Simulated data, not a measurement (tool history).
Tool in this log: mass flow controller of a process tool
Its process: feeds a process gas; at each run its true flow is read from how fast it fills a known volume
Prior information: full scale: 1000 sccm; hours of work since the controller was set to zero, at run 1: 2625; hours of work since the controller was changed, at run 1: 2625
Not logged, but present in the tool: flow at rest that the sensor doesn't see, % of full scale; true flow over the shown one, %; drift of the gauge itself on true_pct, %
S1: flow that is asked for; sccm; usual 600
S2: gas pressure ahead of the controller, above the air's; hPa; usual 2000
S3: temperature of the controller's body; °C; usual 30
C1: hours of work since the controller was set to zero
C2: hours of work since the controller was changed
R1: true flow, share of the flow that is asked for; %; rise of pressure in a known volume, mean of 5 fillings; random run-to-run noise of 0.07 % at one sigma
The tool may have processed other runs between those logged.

| run | hour | S1 | S2 | S3 | C1 | C2 | R1 |
|---|---|---|---|---|---|---|---|
| 1 | 0 | 600 | 2000 | 30 | 2625 | 2625 | 98.76 |
| 2 | 240.7 | 600 | 2000 | 32 | 2745 | 2745 | 98.67 |
| 3 | 417.8 | 600 | 2000 | 32 | 2832 | 2832 | 98.57 |
| 4 | 677.1 | 600 | 2000 | 26 | 2961 | 2961 | 98.75 |
| 5 | 803.3 | 600 | 2000 | 30 | 3024 | 3024 | 98.53 |
| 6 | 1047.5 | 600 | 2000 | 30 | 3145 | 3145 | 98.56 |
| 7 | 1226 | 600 | 2000 | 30 | 3233 | 3233 | 98.76 |
| 8 | 1425.6 | 600 | 1940 | 30 | 3332 | 3332 | 98.84 |
| 9 | 1545.7 | 600 | 1940 | 30 | 3392 | 3392 | 98.76 |
| 10 | 1708.5 | 600 | 2010 | 30 | 3472 | 3472 | 98.61 |
| 11 | 1870.1 | 600 | 2010 | 30 | 3552 | 3552 | 98.71 |
| 12 | 2125.8 | 600 | 2010 | 30 | 3679 | 3679 | 98.67 |
| 13 | 2298.8 | 600 | 2010 | 30 | 3765 | 3765 | 98.58 |
| 14 | 2534.8 | 600 | 2010 | 30 | 3882 | 3882 | 98.56 |
| 15 | 2719 | 600 | 2000 | 30 | 3973 | 3973 | 98.65 |
| 16 | 2997 | 600 | 2000 | 30 | 4111 | 4111 | 98.75 |
| 17 | 3170.6 | 600 | 2000 | 30 | 4197 | 4197 | 98.6 |
| 18 | 3403.2 | 600 | 2000 | 28 | 4313 | 4313 | 98.66 |
| 19 | 3642.6 | 600 | 2000 | 30 | 4431 | 4431 | 98.69 |
| 20 | 3767.1 | 600 | 2000 | 30 | 4493 | 4493 | 98.62 |
| 21 | 4033.3 | 268 | 2000 | 27 | 4625 | 4625 | 97.73 |
| 22 | 4189.7 | 268 | 2000 | 27 | 4703 | 4703 | 97.71 |
| 23 | 4313.9 | 268 | 2000 | 27 | 4764 | 4764 | 97.73 |
| 24 | 4468.3 | 268 | 2000 | 27 | 4841 | 4841 | 97.75 |
| 25 | 4646.1 | 268 | 2000 | 27 | 4929 | 4929 | 97.81 |
|  | 4748.5 | controller's zero set anew |
| 26 | 4864.1 | 268 | 2000 | 27 | 57 | 5037 | 97.73 |
| 27 | 5046.5 | 268 | 2000 | 27 | 148 | 5127 | 97.67 |
| 28 | 5198.5 | 268 | 2000 | 27 | 223 | 5203 | 97.78 |
| 29 | 5363.7 | 849 | 1920 | 30 | 305 | 5285 | 99.41 |
| 30 | 5642.7 | 428 | 1540 | 30 | 443 | 5423 | 98.53 |
| 31 | 5779.2 | 120 | 1490 | 35 | 511 | 5491 | 97.39 |
| 32 | 5892.7 | 600 | 1460 | 23 | 567 | 5547 | 99.26 |
| 33 | 6030.8 | 600 | 1460 | 23 | 636 | 5615 | 99.1 |
| 34 | 6155.8 | 150 | 1780 | 30 | 698 | 5677 | 97.41 |
| 35 | 6396.4 | 150 | 1610 | 30 | 817 | 5797 | 97.52 |
| 36 | 6514.7 | 119 | 1910 | 30 | 876 | 5855 | 97.3 |
| 37 | 6759.6 | 613 | 1910 | 31 | 997 | 5977 | 98.65 |
| 38 | 7014.4 | 583 | 1770 | 29 | 1124 | 6103 | 98.75 |
| 39 | 7276.5 | 583 | 1770 | 29 | 1253 | 6233 | 98.78 |
| 40 | 7534.1 | 583 | 1470 | 22 | 1381 | 6361 | 99.17 |

What differs in the tool's unlogged condition from the final listed run ahead of each entry between runs to the first listed run following it?
Runs 25 to 26: controller's zero set anew (hour 4748.5)
  flow at rest that the sensor doesn't see, % of full scale: 0.004 -> 0
